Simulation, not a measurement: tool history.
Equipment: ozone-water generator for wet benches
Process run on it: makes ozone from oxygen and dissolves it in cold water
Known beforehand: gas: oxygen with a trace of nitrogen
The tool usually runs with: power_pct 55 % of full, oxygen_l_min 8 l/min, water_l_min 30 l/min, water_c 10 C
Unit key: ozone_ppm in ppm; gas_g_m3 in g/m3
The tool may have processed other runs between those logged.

| run | hour | power_pct | oxygen_l_min | water_l_min | water_c | ozone_ppm | gas_g_m3 |
|---|---|---|---|---|---|---|---|
| 1 | 0 | 55 | 8 | 30 | 10 | 17 | 141.2 |
| 2 | 103.2 | 55 | 8 | 30 | 10 | 17.1 | 143.1 |
| 3 | 211.5 | 55 | 8 | 30 | 10 | 17 | 142.4 |
| 4 | 295.4 | 55 | 8 | 30 | 10 | 16.7 | 142.6 |
| 5 | 413.3 | 55 | 8 | 42 | 10 | 12.1 | 141 |
| 6 | 464.1 | 55 | 8 | 30 | 10 | 16.8 | 141.5 |
| 7 | 573.5 | 55 | 8 | 30 | 10 | 16.6 | 141.4 |
| 8 | 679.5 | 55 | 8 | 30 | 10 | 16.4 | 139.8 |
| 9 | 799.9 | 55 | 8 | 30 | 10 | 16.5 | 139.1 |
| 10 | 903.3 | 55 | 8 | 30 | 10 | 16.6 | 140.5 |
| 11 | 988.3 | 55 | 8 | 30 | 10 | 16.4 | 138.6 |
| 12 | 1097.3 | 55 | 8 | 30 | 10 | 16.3 | 139.7 |
| 13 | 1196.8 | 55 | 8 | 40 | 10 | 12.4 | 140.6 |
| 14 | 1272 | 55 | 6.02 | 30 | 10 | 15.4 | 157 |
| 15 | 1351.3 | 55 | 6.02 | 30 | 10 | 15.3 | 156.2 |
|  | 1361.1 | water thermometer calibrated |
| 16 | 1418.2 | 55 | 6.6 | 30 | 10 | 15.4 | 150.5 |
| 17 | 1515.9 | 55 | 8 | 30 | 8 | 16.5 | 138.1 |
| 18 | 1585.7 | 51 | 13.18 | 29 | 12 | 16.5 | 108 |
| 19 | 1636.2 | 76 | 8 | 30 | 10 | 20.6 | 173.3 |
| 20 | 1688.6 | 70 | 8 | 29 | 10 | 19.5 | 164.3 |
| 21 | 1803.6 | 48 | 8 | 37 | 10 | 11.8 | 125.1 |
| 22 | 1864.8 | 59 | 10.27 | 30 | 9 | 17.8 | 129.9 |
| 23 | 1920.6 | 64 | 14.23 | 30 | 16 | 17.2 | 120.1 |
| 24 | 1974.6 | 64 | 14.23 | 30 | 16 | 17.1 | 121.5 |
|  | 1998.6 | water thermometer calibrated, once more |
| 25 | 2026.9 | 64 | 14.23 | 44 | 8 | 14.5 | 121.2 |
| 26 | 2096.5 | 64 | 14.23 | 44 | 8 | 14.4 | 120.7 |
| 27 | 2160.4 | 64 | 14.23 | 44 | 8 | 14.1 | 121.1 |
| 28 | 2271.8 | 64 | 14.23 | 44 | 9 | 14 | 119.9 |
| 29 | 2337.6 | 64 | 14.23 | 44 | 9 | 14 | 119.9 |
| 30 | 2452.1 | 55 | 8 | 25 | 10 | 18.5 | 136.7 |
| 31 | 2562.1 | 55 | 8 | 25 | 10 | 18.6 | 135.8 |
| 32 | 2626.8 | 55 | 8.25 | 30 | 5 | 16.8 | 135.1 |
| 33 | 2734.8 | 55 | 8.25 | 30 | 5 | 17 | 133.1 |

Here are 4 independent what-if runs from the current tool condition. What would each one return?
| A | 2840.7 | 55 | 4.57 | 21 | 5 | ? | ? |
| B | 2840.7 | 67 | 8 | 30 | 10 | ? | ? |
| C | 2840.7 | 84 | 7.36 | 26 | 10 | ? | ? |
| D | 2840.7 | 86 | 8 | 30 | 10 | ? | ? |

| run | ozone_ppm | gas_g_m3 |
|---|---|---|
| A | 20.3 | 167.6 |
| B | 18 | 153.5 |
| C | 23.6 | 184.2 |
| D | 21.3 | 184.7 |
What these runs would have given with no unlogged condition in the tool:
| run | ozone_ppm | gas_g_m3 |
|---|---|---|
| A | 24.4 | 194.5 |
| B | 22.3 | 183.3 |
| C | 30.2 | 226.4 |
| D | 27.5 | 227.7 |
